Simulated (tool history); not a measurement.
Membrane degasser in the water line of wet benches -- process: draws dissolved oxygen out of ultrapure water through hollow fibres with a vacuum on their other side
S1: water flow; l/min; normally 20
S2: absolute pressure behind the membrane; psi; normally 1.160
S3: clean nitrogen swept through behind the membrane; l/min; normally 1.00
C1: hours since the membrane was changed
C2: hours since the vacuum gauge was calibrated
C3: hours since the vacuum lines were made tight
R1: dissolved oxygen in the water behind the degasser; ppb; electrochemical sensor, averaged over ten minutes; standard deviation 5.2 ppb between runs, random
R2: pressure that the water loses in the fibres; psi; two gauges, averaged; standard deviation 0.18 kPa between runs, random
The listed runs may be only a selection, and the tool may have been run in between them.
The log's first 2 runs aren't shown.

run 3 hour=405.1 | S1=20 S2=1.208 S3=1.00 | C1=10340 C2=620 C3=4370 | R1=605.4 R2=5.011
run 4 hour=592.6 | S1=20 S2=1.160 S3=1.00 | C1=10527 C2=807 C3=4558 | R1=597.3 R2=5.013
run 5 hour=819.4 | S1=20 S2=1.160 S3=1.00 | C1=10754 C2=1034 C3=4785 | R1=591.9 R2=4.944
run 6 hour=1019.4 | S1=20 S2=1.160 S3=0.83 | C1=10954 C2=1234 C3=4985 | R1=624.9 R2=4.965
run 7 hour=1244.5 | S1=20 S2=1.160 S3=0.83 | C1=11179 C2=1459 C3=5210 | R1=632.2 R2=5.043
run 8 hour=1418.4 | S1=20 S2=1.160 S3=1.00 | C1=11353 C2=1633 C3=5384 | R1=592.9 R2=5.015
run 9 hour=1649.8 | S1=20 S2=1.160 S3=1.00 | C1=11584 C2=1864 C3=5615 | R1=604.2 R2=5.050
run 10 hour=1804.2 | S1=12 S2=1.160 S3=1.00 | C1=11739 C2=2019 C3=5769 | R1=275.3 R2=3.028
run 11 hour=2082.4 | S1=15 S2=1.160 S3=1.00 | C1=12017 C2=2297 C3=6047 | R1=396.0 R2=3.765
run 12 hour=2225.3 | S1=17 S2=1.160 S3=1.00 | C1=12160 C2=2440 C3=6190 | R1=481.5 R2=4.319
run 13 hour=2472.7 | S1=17 S2=1.160 S3=1.00 | C1=12407 C2=2687 C3=6438 | R1=482.3 R2=4.318
run 14 hour=2617.5 | S1=17 S2=1.160 S3=1.00 | C1=12552 C2=2832 C3=6583 | R1=477.7 R2=4.274
run 15 hour=2854.3 | S1=18 S2=1.160 S3=1.00 | C1=12789 C2=3069 C3=6819 | R1=525.4 R2=4.592
run 16 hour=2990.9 | S1=18 S2=1.160 S3=1.00 | C1=12925 C2=3205 C3=6956 | R1=529.5 R2=4.534
run 17 hour=3190.0 | S1=18 S2=1.160 S3=1.00 | C1=13125 C2=3405 C3=7155 | R1=526.6 R2=4.570
run 18 hour=3439.5 | S1=20 S2=0.954 S3=1.88 | C1=13374 C2=3654 C3=7405 | R1=497.8 R2=5.097
run 19 hour=3696.5 | S1=18 S2=1.218 S3=2.39 | C1=13631 C2=3911 C3=7662 | R1=439.2 R2=4.567
run 20 hour=3899.1 | S1=23 S2=1.344 S3=1.16 | C1=13834 C2=4114 C3=7864 | R1=766.8 R2=5.858
run 21 hour=4014.5 | S1=23 S2=1.344 S3=1.16 | C1=13949 C2=4229 C3=7980 | R1=765.0 R2=5.865
run 22 hour=4225.8 | S1=21 S2=1.732 S3=1.00 | C1=14160 C2=4440 C3=8191 | R1=803.3 R2=5.368

Run 23, settings as shown, results not yet in. Your forecast:
run 23 hour=4444.9 | S1=21 S2=1.732 S3=1.00 | C1=14379 C2=4659 C3=8410 | R1=? R2=?

Run 23 yielded R1 827.5 ppb, R2 5.382 psi.
Take away the tool's hidden state, keep the run-to-run variation as it was, and the same run would have given R1 721.1 ppb, R2 4.936 psi.

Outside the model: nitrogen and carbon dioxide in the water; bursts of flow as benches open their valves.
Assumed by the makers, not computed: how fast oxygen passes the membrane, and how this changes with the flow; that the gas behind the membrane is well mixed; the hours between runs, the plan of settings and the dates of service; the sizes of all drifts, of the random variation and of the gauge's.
